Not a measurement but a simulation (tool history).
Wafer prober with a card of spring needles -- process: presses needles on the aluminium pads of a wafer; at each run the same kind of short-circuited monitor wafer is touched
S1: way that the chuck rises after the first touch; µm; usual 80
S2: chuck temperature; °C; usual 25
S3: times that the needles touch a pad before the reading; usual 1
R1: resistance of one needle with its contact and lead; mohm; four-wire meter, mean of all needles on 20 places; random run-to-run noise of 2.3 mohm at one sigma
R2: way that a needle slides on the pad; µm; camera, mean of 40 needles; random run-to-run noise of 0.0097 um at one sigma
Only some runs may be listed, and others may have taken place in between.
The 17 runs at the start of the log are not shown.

| run | hour | S1 | S2 | S3 | R1 | R2 |
|---|---|---|---|---|---|---|
| 18 | 142.9 | 65 | 61 | 2 | 285 | 8.211 |
|  | 145.6 | height of the first contact set anew |
| 19 | 148.1 | 65 | 61 | 2 | 286 | 8.314 |
|  | 149.3 | tips cleaned on abrasive film |
| 20 | 158.7 | 61 | 25 | 1 | 285 | 7.795 |
|  | 164.2 | tips cleaned on abrasive film |
| 21 | 166.8 | 64 | 104 | 2 | 292 | 8.151 |
| 22 | 178.1 | 64 | 50 | 2 | 280 | 8.17 |
|  | 179.2 | tips cleaned on abrasive film |
| 23 | 186.4 | 79 | 50 | 2 | 281 | 10.053 |
|  | 193.6 | tips cleaned on abrasive film |
| 24 | 193.9 | 96 | 25 | 1 | 260 | 12.241 |
| 25 | 200.4 | 96 | 25 | 1 | 272 | 12.232 |
| 26 | 205.6 | 96 | 25 | 1 | 276 | 12.242 |
|  | 208.4 | tips cleaned on abrasive film |
| 27 | 216.6 | 96 | 25 | 1 | 277 | 12.22 |
|  | 223.2 | tips cleaned on abrasive film |
| 28 | 224.9 | 97 | 25 | 2 | 260 | 12.359 |
| 29 | 232.6 | 80 | 35 | 1 | 281 | 10.15 |
|  | 237.4 | tips cleaned on abrasive film |
| 30 | 238.2 | 80 | 99 | 2 | 284 | 10.162 |
| 31 | 247.1 | 80 | 115 | 3 | 292 | 10.183 |
|  | 252 | tips cleaned on abrasive film |
| 32 | 253.6 | 74 | 115 | 1 | 295 | 9.398 |
| 33 | 259.2 | 80 | 116 | 1 | 300 | 10.158 |

Forecast each of these 3 alternatives for the next run:
| A | 263.9 | 60 | 71 | 1 | ? | ? |
| B | 263.9 | 80 | 34 | 1 | ? | ? |
| C | 263.9 | 80 | 49 | 2 | ? | ? |

| run | R1 | R2 |
|---|---|---|
| A | 295 | 7.613 |
| B | 279 | 10.17 |
| C | 274 | 10.155 |
With no hidden state in the tool, these same runs would have given:
| run | R1 | R2 |
|---|---|---|
| A | 271 | 7.677 |
| B | 259 | 10.234 |
| C | 263 | 10.219 |

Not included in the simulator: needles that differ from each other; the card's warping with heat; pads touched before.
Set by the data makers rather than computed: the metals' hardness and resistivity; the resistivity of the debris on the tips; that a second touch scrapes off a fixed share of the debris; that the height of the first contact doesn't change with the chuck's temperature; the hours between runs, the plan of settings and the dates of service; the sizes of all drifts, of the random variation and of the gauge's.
